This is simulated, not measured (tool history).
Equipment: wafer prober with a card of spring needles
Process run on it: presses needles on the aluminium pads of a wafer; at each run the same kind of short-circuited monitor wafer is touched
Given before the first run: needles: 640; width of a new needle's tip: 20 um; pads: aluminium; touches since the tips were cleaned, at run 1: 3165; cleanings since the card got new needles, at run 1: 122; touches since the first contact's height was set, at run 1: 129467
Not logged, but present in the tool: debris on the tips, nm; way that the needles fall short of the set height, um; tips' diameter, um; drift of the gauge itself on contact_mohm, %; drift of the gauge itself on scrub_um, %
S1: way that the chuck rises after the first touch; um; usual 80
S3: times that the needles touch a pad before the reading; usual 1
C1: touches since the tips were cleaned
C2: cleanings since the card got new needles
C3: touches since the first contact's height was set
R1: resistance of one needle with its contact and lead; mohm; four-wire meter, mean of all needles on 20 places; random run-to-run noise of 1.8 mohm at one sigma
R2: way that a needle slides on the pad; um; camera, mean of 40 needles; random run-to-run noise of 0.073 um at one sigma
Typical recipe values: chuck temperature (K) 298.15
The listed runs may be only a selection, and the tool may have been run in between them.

Run 1, hour 0.0: usual settings; C1 3165; C2 122; C3 129467. Result: R1 186 mohm, R2 13.09 um.
At hour 1.5: tips cleaned on abrasive film.
At hour 7.5: tips cleaned on abrasive film.
At hour 14.9: tips cleaned on abrasive film.
At hour 22.3: tips cleaned on abrasive film.
At hour 29.8: tips cleaned on abrasive film.
At hour 37.2: tips cleaned on abrasive film.
At hour 44.6: tips cleaned on abrasive film.
At hour 50.6: tips cleaned on abrasive film.
At hour 58.0: tips cleaned on abrasive film.
At hour 65.4: tips cleaned on abrasive film.
At hour 72.8: tips cleaned on abrasive film.
Run 2, hour 78.5: usual settings; C1 4048; C2 133; C3 184652. Result: R1 186 mohm, R2 13.07 um.
At hour 80.1: tips cleaned on abrasive film.
At hour 87.5: tips cleaned on abrasive film.
At hour 94.9: tips cleaned on abrasive film.
At hour 100.9: tips cleaned on abrasive film.
At hour 108.3: tips cleaned on abrasive film.
At hour 115.7: tips cleaned on abrasive film.
At hour 121.7: tips cleaned on abrasive film.
At hour 129.1: tips cleaned on abrasive film.
At hour 136.5: tips cleaned on abrasive film.
At hour 143.9: tips cleaned on abrasive film.
At hour 151.4: tips cleaned on abrasive film.
At hour 158.8: tips cleaned on abrasive film.
At hour 164.9: height of the first contact set anew.
At hour 166.5: tips cleaned on abrasive film.
Run 3, hour 169.8: usual settings; C1 2379; C2 146; C3 3423. Result: R1 184 mohm, R2 13.12 um.
At hour 172.9: tips cleaned on abrasive film.
At hour 178.8: tips cleaned on abrasive film.
At hour 186.2: tips cleaned on abrasive film.
At hour 193.7: tips cleaned on abrasive film.
At hour 201.1: tips cleaned on abrasive film.
At hour 208.5: tips cleaned on abrasive film.
Run 4, hour 211.4: usual settings; C1 2100; C2 152; C3 32662. Result: R1 188 mohm, R2 13.17 um.
At hour 214.5: tips cleaned on abrasive film.
At hour 221.9: tips cleaned on abrasive film.
At hour 227.9: tips cleaned on abrasive film.
At hour 235.3: tips cleaned on abrasive film.
At hour 242.7: tips cleaned on abrasive film.
At hour 250.2: tips cleaned on abrasive film.
At hour 257.6: tips cleaned on abrasive film.
At hour 265.0: tips cleaned on abrasive film.
At hour 272.4: tips cleaned on abrasive film.
Run 5, hour 275.1: usual settings; C1 1898; C2 161; C3 77390. Result: R1 190 mohm, R2 13.27 um.
At hour 279.6: tips cleaned on abrasive film.
At hour 287.0: tips cleaned on abrasive film.
At hour 294.4: tips cleaned on abrasive film.
At hour 300.4: tips cleaned on abrasive film.
At hour 307.8: tips cleaned on abrasive film.
At hour 315.2: tips cleaned on abrasive film.
At hour 322.6: tips cleaned on abrasive film.
At hour 330.1: tips cleaned on abrasive film.
At hour 336.0: tips cleaned on abrasive film.
Run 6, hour 339.7: usual settings; C1 2613; C2 170; C3 122800. Result: R1 188 mohm, R2 13.31 um.
At hour 342.7: tips cleaned on abrasive film.
At hour 350.1: tips cleaned on abrasive film.
At hour 357.6: tips cleaned on abrasive film.
At hour 365.0: tips cleaned on abrasive film.
At hour 372.4: tips cleaned on abrasive film.
At hour 379.8: tips cleaned on abrasive film.
At hour 385.8: tips cleaned on abrasive film.
At hour 393.2: tips cleaned on abrasive film.
At hour 400.6: tips cleaned on abrasive film.
At hour 406.6: tips cleaned on abrasive film.
At hour 414.0: tips cleaned on abrasive film.
Run 7, hour 416.8: usual settings but S3 2; C1 1988; C2 181; C3 176980. Result: R1 188 mohm, R2 13.33 um.
At hour 421.3: tips cleaned on abrasive film.
At hour 428.7: tips cleaned on abrasive film.
At hour 436.1: tips cleaned on abrasive film.
At hour 442.1: tips cleaned on abrasive film.
At hour 448.0: tips cleaned on abrasive film.
At hour 455.5: tips cleaned on abrasive film.
At hour 462.9: tips cleaned on abrasive film.
At hour 470.3: tips cleaned on abrasive film.
At hour 476.8: tips cleaned on abrasive film.
Run 8, hour 476.8: usual settings but S3 3; C1 0; C2 190; C3 219147. Result: R1 188 mohm, R2 13.23 um.
At hour 484.3: tips cleaned on abrasive film.
At hour 491.7: tips cleaned on abrasive film.
At hour 499.1: tips cleaned on abrasive film.
At hour 505.1: tips cleaned on abrasive film.
At hour 511.0: tips cleaned on abrasive film.
At hour 514.2: height of the first contact set anew.
At hour 518.7: tips cleaned on abrasive film.
At hour 526.2: tips cleaned on abrasive film.
Run 9, hour 528.9: usual settings but S3 3; C1 1970; C2 197; C3 10322. Result: R1 184 mohm, R2 13.36 um.
At hour 533.4: tips cleaned on abrasive film.
At hour 539.4: tips cleaned on abrasive film.
At hour 546.8: tips cleaned on abrasive film.
At hour 554.2: tips cleaned on abrasive film.
At hour 560.2: tips cleaned on abrasive film.
At hour 567.6: tips cleaned on abrasive film.
At hour 575.0: tips cleaned on abrasive film.
At hour 581.0: tips cleaned on abrasive film.
At hour 588.4: tips cleaned on abrasive film.
At hour 595.8: tips cleaned on abrasive film.
At hour 603.2: tips cleaned on abrasive film.
Run 10, hour 608.1: usual settings but S3 3; C1 3439; C2 208; C3 65952. Result: R1 186 mohm, R2 13.36 um.
At hour 609.6: tips cleaned on abrasive film.
At hour 615.6: tips cleaned on abrasive film.
At hour 623.0: tips cleaned on abrasive film.
At hour 630.4: tips cleaned on abrasive film.
At hour 636.4: tips cleaned on abrasive film.
At hour 643.8: tips cleaned on abrasive film.
At hour 651.2: tips cleaned on abrasive film.
At hour 658.6: tips cleaned on abrasive film.
At hour 666.1: tips cleaned on abrasive film.
At hour 673.5: tips cleaned on abrasive film.
At hour 680.9: tips cleaned on abrasive film.
At hour 688.3: tips cleaned on abrasive film.
Run 11, hour 691.0: usual settings but S1 75 um, chuck temperature (K) 343.15; C1 1879; C2 220; C3 124196. Result: R1 195 mohm, R2 12.46 um.
At hour 695.4: tips cleaned on abrasive film.
At hour 701.4: tips cleaned on abrasive film.
At hour 707.4: tips cleaned on abrasive film.
At hour 714.8: tips cleaned on abrasive film.
At hour 722.2: tips cleaned on abrasive film.
At hour 729.6: tips cleaned on abrasive film.
Run 12, hour 730.9: usual settings but S1 94 um, chuck temperature (K) 343.15, S3 3; C1 936; C2 226; C3 152271. Result: R1 193 mohm, R2 15.65 um.
At hour 736.9: tips cleaned on abrasive film.
At hour 742.8: tips cleaned on abrasive film.
At hour 750.3: tips cleaned on abrasive film.
At hour 756.2: tips cleaned on abrasive film.
At hour 768.2: card fitted with new needles.
At hour 775.6: tips cleaned on abrasive film.
At hour 781.6: tips cleaned on abrasive film.
At hour 787.6: tips cleaned on abrasive film.
At hour 795.0: tips cleaned on abrasive film.
At hour 802.4: tips cleaned on abrasive film.
At hour 809.8: tips cleaned on abrasive film.
At hour 817.2: tips cleaned on abrasive film.
At hour 824.7: tips cleaned on abrasive film.
At hour 830.6: tips cleaned on abrasive film.
Run 13, hour 831.9: usual settings but S1 61 um, chuck temperature (K) 332.15, S3 2; C1 886; C2 9; C3 44726. Result: R1 195 mohm, R2 10.09 um.
At hour 837.8: tips cleaned on abrasive film.
At hour 843.8: tips cleaned on abrasive film.
At hour 851.2: tips cleaned on abrasive film.
At hour 858.6: tips cleaned on abrasive film.
At hour 866.0: tips cleaned on abrasive film.
At hour 872.0: tips cleaned on abrasive film.
At hour 879.4: tips cleaned on abrasive film.
At hour 886.8: tips cleaned on abrasive film.
At hour 894.3: tips cleaned on abrasive film.
At hour 901.7: tips cleaned on abrasive film.
At hour 909.1: tips cleaned on abrasive film.
Run 14, hour 911.8: usual settings but S1 77 um, chuck temperature (K) 325.15; C1 1953; C2 20; C3 100959. Result: R1 193 mohm, R2 12.95 um.
At hour 916.3: tips cleaned on abrasive film.
At hour 923.8: tips cleaned on abrasive film.
At hour 931.2: tips cleaned on abrasive film.
At hour 938.6: tips cleaned on abrasive film.
At hour 946.0: tips cleaned on abrasive film.
At hour 953.4: tips cleaned on abrasive film.
At hour 960.9: tips cleaned on abrasive film.
At hour 968.3: tips cleaned on abrasive film.
At hour 975.7: tips cleaned on abrasive film.
At hour 981.7: tips cleaned on abrasive film.
Run 15, hour 987.0: usual settings but S1 93 um, S3 2; C1 3814; C2 30; C3 153832. Result: R1 186 mohm, R2 15.65 um.
At hour 988.6: tips cleaned on abrasive film.
At hour 994.5: tips cleaned on abrasive film.
At hour 1002.0: tips cleaned on abrasive film.
At hour 1009.4: tips cleaned on abrasive film.
At hour 1013.8: gauge calibrated.
At hour 1016.8: tips cleaned on abrasive film.
At hour 1022.8: tips cleaned on abrasive film.
Run 16, hour 1028.4: usual settings but S1 88 um, chuck temperature (K) 332.15, S3 2; C1 4055; C2 36; C3 182939. Result: R1 196 mohm, R2 14.44 um.
At hour 1030.0: tips cleaned on abrasive film.
At hour 1037.4: tips cleaned on abrasive film.
At hour 1044.8: tips cleaned on abrasive film.
At hour 1050.8: tips cleaned on abrasive film.
At hour 1058.2: tips cleaned on abrasive film.
At hour 1065.6: tips cleaned on abrasive film.
At hour 1071.6: tips cleaned on abrasive film.
At hour 1079.0: tips cleaned on abrasive film.
At hour 1086.4: tips cleaned on abrasive film.
At hour 1093.9: tips cleaned on abrasive film.
At hour 1099.8: tips cleaned on abrasive film.
Run 17, hour 1105.5: usual settings but S1 60 um, chuck temperature (K) 332.15, S3 3; C1 4052; C2 47; C3 237094. Result: R1 199 mohm, R2 9.91 um.
At hour 1107.1: tips cleaned on abrasive film.
At hour 1113.0: tips cleaned on abrasive film.
At hour 1116.3: height of the first contact set anew.
At hour 1120.7: tips cleaned on abrasive film.
At hour 1128.2: tips cleaned on abrasive film.
At hour 1134.1: tips cleaned on abrasive film.
At hour 1141.5: tips cleaned on abrasive film.
At hour 1149.0: tips cleaned on abrasive film.
At hour 1154.9: tips cleaned on abrasive film.
Run 18, hour 1158.8: usual settings but S1 71 um, chuck temperature (K) 330.15, S3 3; C1 2765; C2 55; C3 29905. Result: R1 196 mohm, R2 11.74 um.

3 options for the next run, each taken on its own from the tool as it stands now. Forecast them:
At hour 1161.8: tips cleaned on abrasive film.
At hour 1169.3: tips cleaned on abrasive film.
At hour 1176.7: tips cleaned on abrasive film.
At hour 1182.6: tips cleaned on abrasive film.
At hour 1190.1: tips cleaned on abrasive film.
At hour 1197.5: tips cleaned on abrasive film.
At hour 1203.4: tips cleaned on abrasive film.
At hour 1210.8: tips cleaned on abrasive film.
Run A, hour 1214.6: usual settings but S1 96 um, chuck temperature (K) 327.15; C1 2695; C2 63; C3 69134. Result: R1 ?, R2 ?.
At hour 1161.8: tips cleaned on abrasive film.
At hour 1169.3: tips cleaned on abrasive film.
At hour 1176.7: tips cleaned on abrasive film.
At hour 1182.6: tips cleaned on abrasive film.
At hour 1190.1: tips cleaned on abrasive film.
At hour 1197.5: tips cleaned on abrasive film.
At hour 1203.4: tips cleaned on abrasive film.
At hour 1210.8: tips cleaned on abrasive film.
Run B, hour 1214.6: usual settings but S1 71 um, chuck temperature (K) 319.15, S3 3; C1 2695; C2 63; C3 69134. Result: R1 ?, R2 ?.
At hour 1161.8: tips cleaned on abrasive film.
At hour 1169.3: tips cleaned on abrasive film.
At hour 1176.7: tips cleaned on abrasive film.
At hour 1182.6: tips cleaned on abrasive film.
At hour 1190.1: tips cleaned on abrasive film.
At hour 1197.5: tips cleaned on abrasive film.
At hour 1203.4: tips cleaned on abrasive film.
At hour 1210.8: tips cleaned on abrasive film.
Run C, hour 1214.6: usual settings but S1 71 um, chuck temperature (K) 326.15, S3 3; C1 2695; C2 63; C3 69134. Result: R1 ?, R2 ?.

run   R1     R2
  A  192  15.74
  B  194  11.76
  C  193  11.57
Stripped of hidden state, with their random variation kept, the same runs would have yielded:
run   R1     R2
  A  192  15.66
  B  194  11.70
  C  193  11.52

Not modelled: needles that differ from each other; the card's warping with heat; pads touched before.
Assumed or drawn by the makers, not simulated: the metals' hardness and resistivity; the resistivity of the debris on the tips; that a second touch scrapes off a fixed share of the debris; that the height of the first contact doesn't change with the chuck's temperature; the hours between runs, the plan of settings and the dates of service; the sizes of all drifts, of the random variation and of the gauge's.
